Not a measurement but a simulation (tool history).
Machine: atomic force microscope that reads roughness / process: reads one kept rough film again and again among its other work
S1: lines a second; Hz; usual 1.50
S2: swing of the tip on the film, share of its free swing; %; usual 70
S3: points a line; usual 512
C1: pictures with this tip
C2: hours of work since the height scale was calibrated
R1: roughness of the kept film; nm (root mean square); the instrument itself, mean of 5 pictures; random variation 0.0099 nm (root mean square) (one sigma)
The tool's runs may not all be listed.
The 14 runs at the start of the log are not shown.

run,hour,S1,S2,S3,C1,C2,R1
15,105.2,1.50,70,512,86,280,1.641
16,110.4,1.50,70,512,91,283,1.636
17,117.3,1.50,70,512,99,287,1.574
18,124.7,1.50,70,326,108,291,1.518
19,131.4,1.50,70,326,115,294,1.496
20,140.3,1.50,70,512,125,299,1.491
21,146.2,1.50,70,512,132,303,1.462
# hour 147.8: height scale calibrated on a step standard
22,156.7,0.74,70,512,143,5,1.433

Forecast run 23:
# hour 164.3: height scale calibrated on a step standard, once more
23,165.4,0.74,70,512,151,1,?

R1: 1.398 nm (root mean square)
With no hidden state in the tool, this same run would have given R1 2.290 nm (root mean square).
